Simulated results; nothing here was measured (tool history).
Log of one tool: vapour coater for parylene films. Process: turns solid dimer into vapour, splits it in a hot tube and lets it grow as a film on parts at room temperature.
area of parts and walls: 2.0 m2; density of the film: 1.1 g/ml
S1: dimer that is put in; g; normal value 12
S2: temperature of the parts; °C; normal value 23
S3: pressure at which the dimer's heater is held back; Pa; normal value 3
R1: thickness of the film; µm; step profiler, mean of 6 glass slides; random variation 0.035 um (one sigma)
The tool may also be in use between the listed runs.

run 1 hour=0 | S1=12 S2=23 S3=3 | R1=3.62
run 2 hour=64.1 | S1=12 S2=28 S3=3 | R1=2.89
run 3 hour=122.5 | S1=12 S2=24 S3=3 | R1=3.5
run 4 hour=177.9 | S1=12 S2=24 S3=3 | R1=3.47
run 5 hour=231.9 | S1=12 S2=16 S3=3 | R1=5.05
run 6 hour=276.5 | S1=12 S2=16 S3=3 | R1=5.09
run 7 hour=308.1 | S1=12 S2=23 S3=5.73 | R1=3.4
run 8 hour=356.2 | S1=12 S2=23 S3=5.73 | R1=3.43
run 9 hour=412.9 | S1=12 S2=23 S3=3 | R1=3.67
run 10 hour=449.9 | S1=16 S2=23 S3=3 | R1=4.87
run 11 hour=505.6 | S1=16 S2=23 S3=3 | R1=4.93
run 12 hour=541.4 | S1=16 S2=17 S3=3 | R1=6.42
run 13 hour=582.5 | S1=12 S2=23 S3=3 | R1=3.62
run 14 hour=608.7 | S1=13 S2=23 S3=3 | R1=3.94
run 15 hour=646.6 | S1=12 S2=23 S3=4.97 | R1=3.49
run 16 hour=681.7 | S1=8 S2=23 S3=3 | R1=2.44
run 17 hour=723 | S1=8 S2=23 S3=3 | R1=2.48
run 18 hour=760.9 | S1=9 S2=23 S3=3 | R1=2.69
run 19 hour=788.3 | S1=9 S2=23 S3=3 | R1=2.71
-- hour=826.6 trap's valve overhauled
run 20 hour=847.1 | S1=12 S2=23 S3=7.43 | R1=3.28
run 21 hour=909.4 | S1=12 S2=23 S3=7.43 | R1=3.31
run 22 hour=952 | S1=12 S2=23 S3=3 | R1=3.63
run 23 hour=996.4 | S1=12 S2=23 S3=3 | R1=3.68
run 24 hour=1046.2 | S1=12 S2=34 S3=3 | R1=2.21
run 25 hour=1098.1 | S1=12 S2=34 S3=3 | R1=2.19
run 26 hour=1134.8 | S1=12 S2=34 S3=3 | R1=2.19
run 27 hour=1195.2 | S1=9 S2=33 S3=2.61 | R1=1.72
run 28 hour=1239.3 | S1=9 S2=33 S3=2.61 | R1=1.76
run 29 hour=1294 | S1=6 S2=28 S3=2.61 | R1=1.42
run 30 hour=1319.9 | S1=10 S2=23 S3=3 | R1=3.04
run 31 hour=1349.4 | S1=6 S2=23 S3=5.14 | R1=1.74
run 32 hour=1403.2 | S1=7 S2=22 S3=4.77 | R1=2.11
run 33 hour=1444.9 | S1=7 S2=22 S3=4.77 | R1=2.13
run 34 hour=1481.4 | S1=7 S2=22 S3=4.77 | R1=2.14
run 35 hour=1522.7 | S1=7 S2=22 S3=4.77 | R1=2.12
run 36 hour=1556.3 | S1=7 S2=22 S3=4.77 | R1=2.09
run 37 hour=1584.4 | S1=10 S2=30 S3=2.88 | R1=2.19
run 38 hour=1630.7 | S1=10 S2=21 S3=3 | R1=3.28
run 39 hour=1660.6 | S1=12 S2=23 S3=3 | R1=3.66
run 40 hour=1707.3 | S1=12 S2=23 S3=3 | R1=3.68
run 41 hour=1768 | S1=7 S2=20 S3=2.8 | R1=2.47
run 42 hour=1801.3 | S1=7 S2=20 S3=2.8 | R1=2.45
run 43 hour=1847 | S1=14 S2=35 S3=10.76 | R1=2.08
run 44 hour=1902 | S1=12 S2=19 S3=3 | R1=4.35
run 45 hour=1947.5 | S1=9 S2=23 S3=6.57 | R1=2.5
run 46 hour=1987.9 | S1=19 S2=23 S3=3 | R1=5.84
run 47 hour=2043.5 | S1=18 S2=18 S3=8.23 | R1=6.18

Predict each of these 3 candidate next runs independently; none follows another, all start after run 47:
run A hour=2100.7 | S1=18 S2=19 S3=8.23 | R1=?
run B hour=2100.7 | S1=12 S2=27 S3=3 | R1=?
run C hour=2100.7 | S1=18 S2=20 S3=3.54 | R1=?

run=A R1=5.84
run=B R1=2.96
run=C R1=6.18
With the hidden condition removed and each run's random variation left untouched, the same runs would have given:
run=A R1=5.88
run=B R1=2.98
run=C R1=6.23
